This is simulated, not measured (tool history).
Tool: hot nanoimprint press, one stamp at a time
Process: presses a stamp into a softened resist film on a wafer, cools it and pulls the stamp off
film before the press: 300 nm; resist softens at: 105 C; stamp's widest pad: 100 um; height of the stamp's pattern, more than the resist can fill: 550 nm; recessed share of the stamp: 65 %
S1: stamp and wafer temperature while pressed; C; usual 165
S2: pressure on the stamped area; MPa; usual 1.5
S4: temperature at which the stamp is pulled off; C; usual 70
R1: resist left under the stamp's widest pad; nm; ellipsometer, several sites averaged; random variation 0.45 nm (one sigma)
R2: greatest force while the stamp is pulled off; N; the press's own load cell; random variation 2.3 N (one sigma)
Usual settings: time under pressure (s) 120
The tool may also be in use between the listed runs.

{"run": 1, "hour": 0.0, "S1": 165, "S2": 1.5, "time under pressure (s)": 120, "S4": 70, "R1": 162.7, "R2": 109}
{"run": 2, "hour": 73.7, "S1": 165, "S2": 1.5, "time under pressure (s)": 120, "S4": 70, "R1": 162.9, "R2": 121}
{"run": 3, "hour": 150.2, "S1": 165, "S2": 1.5, "time under pressure (s)": 87, "S4": 70, "R1": 178.2, "R2": 130}
{"run": 4, "hour": 225.2, "S1": 165, "S2": 1.5, "time under pressure (s)": 121, "S4": 70, "R1": 161.1, "R2": 142}
{"run": 5, "hour": 270.9, "S1": 165, "S2": 1.5, "time under pressure (s)": 120, "S4": 70, "R1": 162.1, "R2": 139}
{"hour": 309.9, "done": "stamp cleaned and given a new release coat"}
{"run": 6, "hour": 323.5, "S1": 165, "S2": 1.5, "time under pressure (s)": 120, "S4": 70, "R1": 161.5, "R2": 108}
{"run": 7, "hour": 406.1, "S1": 165, "S2": 1.5, "time under pressure (s)": 120, "S4": 70, "R1": 160.9, "R2": 114}
{"run": 8, "hour": 492.9, "S1": 165, "S2": 1.5, "time under pressure (s)": 120, "S4": 70, "R1": 160.8, "R2": 120}
{"run": 9, "hour": 567.7, "S1": 165, "S2": 2.02, "time under pressure (s)": 120, "S4": 70, "R1": 138.1, "R2": 126}
{"hour": 635.2, "done": "plate thermocouple calibrated"}
{"hour": 650.5, "done": "press's hydraulic seals changed and the load cell set to zero"}
{"run": 10, "hour": 661.8, "S1": 165, "S2": 1.69, "time under pressure (s)": 120, "S4": 70, "R1": 144.9, "R2": 136}
{"hour": 701.4, "done": "stamp cleaned and given a new release coat"}
{"run": 11, "hour": 730.4, "S1": 165, "S2": 1.69, "time under pressure (s)": 120, "S4": 70, "R1": 143.7, "R2": 97}
{"run": 12, "hour": 776.9, "S1": 161, "S2": 1.5, "time under pressure (s)": 120, "S4": 70, "R1": 171.9, "R2": 107}
{"run": 13, "hour": 823.8, "S1": 161, "S2": 1.5, "time under pressure (s)": 120, "S4": 70, "R1": 171.2, "R2": 113}
{"run": 14, "hour": 895.0, "S1": 157, "S2": 1.5, "time under pressure (s)": 120, "S4": 70, "R1": 191.8, "R2": 120}
{"run": 15, "hour": 961.8, "S1": 163, "S2": 1.77, "time under pressure (s)": 83, "S4": 63, "R1": 165.7, "R2": 140}
{"hour": 998.8, "done": "plate thermocouple calibrated, once more"}
{"run": 16, "hour": 1046.7, "S1": 163, "S2": 1.77, "time under pressure (s)": 83, "S4": 63, "R1": 180.1, "R2": 152}
{"hour": 1088.7, "done": "stamp cleaned and given a new release coat"}
{"run": 17, "hour": 1096.3, "S1": 171, "S2": 1.18, "time under pressure (s)": 94, "S4": 64, "R1": 169.9, "R2": 114}
{"run": 18, "hour": 1155.1, "S1": 168, "S2": 1.5, "time under pressure (s)": 120, "S4": 66, "R1": 150.9, "R2": 115}
{"run": 19, "hour": 1228.8, "S1": 168, "S2": 1.5, "time under pressure (s)": 120, "S4": 66, "R1": 150.6, "R2": 129}
{"run": 20, "hour": 1268.4, "S1": 173, "S2": 1.5, "time under pressure (s)": 162, "S4": 70, "R1": 118, "R2": 117}
{"run": 21, "hour": 1334.8, "S1": 160, "S2": 1.5, "time under pressure (s)": 120, "S4": 58, "R1": 187, "R2": 158}
{"run": 22, "hour": 1407.5, "S1": 156, "S2": 1.3, "time under pressure (s)": 231, "S4": 62, "R1": 187, "R2": 156}
{"hour": 1468.5, "done": "stamp cleaned and given a new release coat"}
{"run": 23, "hour": 1500.7, "S1": 156, "S2": 1.3, "time under pressure (s)": 231, "S4": 62, "R1": 185.6, "R2": 118}
{"run": 24, "hour": 1547.3, "S1": 156, "S2": 1.2, "time under pressure (s)": 66, "S4": 62, "R1": 247.4, "R2": 124}
{"run": 25, "hour": 1588.6, "S1": 169, "S2": 1.74, "time under pressure (s)": 222, "S4": 65, "R1": 107.6, "R2": 126}
{"run": 26, "hour": 1633.5, "S1": 163, "S2": 0.96, "time under pressure (s)": 240, "S4": 63, "R1": 170.9, "R2": 134}
{"hour": 1665.5, "done": "press's hydraulic seals changed and the load cell set to zero"}
{"run": 27, "hour": 1680.6, "S1": 163, "S2": 1.35, "time under pressure (s)": 240, "S4": 63, "R1": 143.1, "R2": 139}
{"run": 28, "hour": 1749.2, "S1": 163, "S2": 1.35, "time under pressure (s)": 240, "S4": 63, "R1": 142.3, "R2": 143}

Measured less the same run without the tool's hidden state. The same run-to-run variation is in both; the gauge's scatter may not be:
The hidden state here: true temperature over the reading, C; pressure that arrives at the usual setting, %; grip of the stamp's worn release coat, % over a new coat's; drift of the gauge itself on residual_nm, %; drift of the gauge itself on pull_off_n, %.
run=1 R1=-1.5 R2=+7
run=2 R1=-1.9 R2=+16
run=3 R1=-2.4 R2=+24
run=4 R1=-2.9 R2=+33
run=5 R1=-3.3 R2=+36
run=6 R1=-3.5 R2=+0
run=7 R1=-4.1 R2=+8
run=8 R1=-4.6 R2=+17
run=9 R1=-4 R2=+25
run=10 R1=-10.8 R2=+34
run=11 R1=-11.2 R2=-1
run=12 R1=-13.1 R2=+4
run=13 R1=-13.3 R2=+8
run=14 R1=-14.6 R2=+16
run=15 R1=-13.7 R2=+26
run=16 R1=-0.1 R2=+42
run=17 R1=-0.6 R2=+0
run=18 R1=-0.8 R2=+7
run=19 R1=-1.3 R2=+16
run=20 R1=-1.2 R2=+18
run=21 R1=-2.5 R2=+32
run=22 R1=-3.6 R2=+38
run=23 R1=-4.4 R2=+2
run=24 R1=-3.6 R2=+8
run=25 R1=-2.5 R2=+13
run=26 R1=-5.3 R2=+18
run=27 R1=-6.3 R2=+22
run=28 R1=-6.8 R2=+30
